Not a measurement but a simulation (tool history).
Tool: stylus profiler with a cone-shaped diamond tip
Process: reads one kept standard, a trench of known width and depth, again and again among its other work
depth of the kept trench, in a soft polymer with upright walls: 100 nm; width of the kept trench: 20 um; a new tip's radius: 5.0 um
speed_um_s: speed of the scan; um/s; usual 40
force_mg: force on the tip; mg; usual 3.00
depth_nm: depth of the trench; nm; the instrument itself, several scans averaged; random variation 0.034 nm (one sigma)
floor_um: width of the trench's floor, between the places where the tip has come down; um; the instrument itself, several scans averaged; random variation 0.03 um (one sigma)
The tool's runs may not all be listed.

Run 1, hour 0.0: usual settings. Result: depth_nm 100.65 nm, floor_um 17.87 um.
Run 2, hour 37.0: usual settings but speed_um_s 142 um/s. Result: depth_nm 100.69 nm, floor_um 17.40 um.
Run 3, hour 68.1: usual settings but speed_um_s 75 um/s. Result: depth_nm 100.67 nm, floor_um 17.70 um.
Run 4, hour 86.1: usual settings but speed_um_s 75 um/s, force_mg 4.62 mg. Result: depth_nm 100.85 nm, floor_um 17.69 um.
Run 5, hour 104.3: usual settings. Result: depth_nm 100.62 nm, floor_um 17.79 um.
Run 6, hour 134.7: usual settings. Result: depth_nm 100.69 nm, floor_um 17.84 um.
Run 7, hour 156.7: usual settings. Result: depth_nm 100.69 nm, floor_um 17.86 um.
Run 8, hour 175.0: usual settings. Result: depth_nm 100.66 nm, floor_um 17.87 um.
Run 9, hour 199.1: usual settings. Result: depth_nm 100.70 nm, floor_um 17.84 um.
Run 10, hour 216.7: usual settings. Result: depth_nm 100.65 nm, floor_um 17.83 um.
Run 11, hour 240.9: usual settings. Result: depth_nm 100.68 nm, floor_um 17.85 um.
Run 12, hour 264.8: usual settings. Result: depth_nm 100.63 nm, floor_um 17.85 um.
Run 13, hour 303.4: usual settings. Result: depth_nm 100.66 nm, floor_um 17.82 um.
Run 14, hour 322.0: usual settings but force_mg 1.85 mg. Result: depth_nm 100.50 nm, floor_um 17.80 um.
Run 15, hour 341.4: usual settings. Result: depth_nm 100.69 nm, floor_um 17.81 um.
Run 16, hour 374.5: usual settings. Result: depth_nm 100.73 nm, floor_um 17.79 um.
Run 17, hour 410.3: usual settings but force_mg 1.25 mg. Result: depth_nm 100.33 nm, floor_um 17.77 um.
Run 18, hour 447.9: usual settings but speed_um_s 10 um/s. Result: depth_nm 100.64 nm, floor_um 17.96 um.
Run 19, hour 476.9: usual settings but speed_um_s 10 um/s. Result: depth_nm 100.70 nm, floor_um 17.98 um.
Run 20, hour 492.9: usual settings but speed_um_s 10 um/s. Result: depth_nm 100.63 nm, floor_um 17.92 um.
Run 21, hour 526.1: usual settings but speed_um_s 10 um/s, force_mg 1.45 mg. Result: depth_nm 100.42 nm, floor_um 17.96 um.
Run 22, hour 547.9: usual settings but speed_um_s 10 um/s, force_mg 1.45 mg. Result: depth_nm 100.42 nm, floor_um 17.94 um.
Run 23, hour 585.3: usual settings but speed_um_s 10 um/s, force_mg 1.45 mg. Result: depth_nm 100.43 nm, floor_um 17.90 um.
Run 24, hour 615.6: usual settings but speed_um_s 10 um/s, force_mg 1.45 mg. Result: depth_nm 100.44 nm, floor_um 17.94 um.
Run 25, hour 636.3: usual settings but speed_um_s 71 um/s, force_mg 7.81 mg. Result: depth_nm 101.28 nm, floor_um 17.80 um.
Run 26, hour 667.5: usual settings but speed_um_s 94 um/s, force_mg 2.58 mg. Result: depth_nm 100.60 nm, floor_um 17.49 um.
Run 27, hour 685.5: usual settings but speed_um_s 37 um/s, force_mg 2.77 mg. Result: depth_nm 100.63 nm, floor_um 17.83 um.
Run 28, hour 712.9: usual settings but speed_um_s 37 um/s, force_mg 2.26 mg. Result: depth_nm 100.55 nm, floor_um 17.85 um.
Run 29, hour 745.3: usual settings but speed_um_s 37 um/s, force_mg 2.26 mg. Result: depth_nm 100.53 nm, floor_um 17.81 um.
Run 30, hour 771.9: usual settings but speed_um_s 70 um/s, force_mg 4.18 mg. Result: depth_nm 100.84 nm, floor_um 17.75 um.
Run 31, hour 796.3: usual settings but speed_um_s 70 um/s, force_mg 4.18 mg. Result: depth_nm 100.80 nm, floor_um 17.74 um.
Run 32, hour 827.6: usual settings but speed_um_s 22 um/s, force_mg 4.18 mg. Result: depth_nm 100.87 nm, floor_um 17.91 um.
Run 33, hour 866.2: usual settings but speed_um_s 23 um/s, force_mg 7.22 mg. Result: depth_nm 101.19 nm, floor_um 17.97 um.
Run 34, hour 902.0: usual settings but speed_um_s 14 um/s, force_mg 1.05 mg. Result: depth_nm 100.31 nm, floor_um 17.90 um.
Run 35, hour 928.2: usual settings but speed_um_s 99 um/s, force_mg 2.43 mg. Result: depth_nm 100.57 nm, floor_um 17.55 um.
Run 36, hour 952.6: usual settings but force_mg 4.40 mg. Result: depth_nm 100.88 nm, floor_um 17.88 um.
Run 37, hour 970.5: usual settings but speed_um_s 52 um/s, force_mg 6.53 mg. Result: depth_nm 101.10 nm, floor_um 17.86 um.
At hour 996.0: new tip fitted, height scale calibrated.
Run 38, hour 1002.0: usual settings but speed_um_s 49 um/s, force_mg 3.55 mg. Result: depth_nm 100.79 nm, floor_um 17.83 um.
Run 39, hour 1029.7: usual settings but speed_um_s 26 um/s, force_mg 8.62 mg. Result: depth_nm 101.39 nm, floor_um 17.91 um.
Run 40, hour 1068.0: usual settings but speed_um_s 26 um/s, force_mg 8.62 mg. Result: depth_nm 101.37 nm, floor_um 18.00 um.
Run 41, hour 1086.3: usual settings but force_mg 6.64 mg. Result: depth_nm 101.08 nm, floor_um 17.91 um.
Run 42, hour 1115.7: usual settings but speed_um_s 21 um/s, force_mg 5.91 mg. Result: depth_nm 101.05 nm, floor_um 17.98 um.
Run 43, hour 1151.2: usual settings but speed_um_s 31 um/s, force_mg 5.16 mg. Result: depth_nm 100.93 nm, floor_um 17.91 um.
Run 44, hour 1167.6: usual settings but speed_um_s 31 um/s, force_mg 5.16 mg. Result: depth_nm 100.95 nm, floor_um 17.89 um.
Run 45, hour 1185.8: usual settings but speed_um_s 66 um/s, force_mg 4.13 mg. Result: depth_nm 100.77 nm, floor_um 17.78 um.
Run 46, hour 1217.3: usual settings but speed_um_s 66 um/s, force_mg 4.13 mg. Result: depth_nm 100.82 nm, floor_um 17.76 um.
Run 47, hour 1234.9: usual settings but speed_um_s 26 um/s, force_mg 1.12 mg. Result: depth_nm 100.34 nm, floor_um 17.79 um.

Forecast each of these 4 alternatives for the next run:
Run A, hour 1262.6: usual settings but speed_um_s 29 um/s, force_mg 1.12 mg. Result: depth_nm ?, floor_um ?.
Run B, hour 1262.6: usual settings but speed_um_s 47 um/s. Result: depth_nm ?, floor_um ?.
Run C, hour 1262.6: usual settings but force_mg 4.45 mg. Result: depth_nm ?, floor_um ?.
Run D, hour 1262.6: usual settings but speed_um_s 95 um/s, force_mg 2.81 mg. Result: depth_nm ?, floor_um ?.

run  depth_nm  floor_um
  A    100.35     17.80
  B    100.69     17.82
  C    100.84     17.88
  D    100.66     17.58
Without the tool's hidden state the same runs would have given:
run  depth_nm  floor_um
  A    100.36     17.81
  B    100.69     17.82
  C    100.84     17.89
  D    100.67     17.58
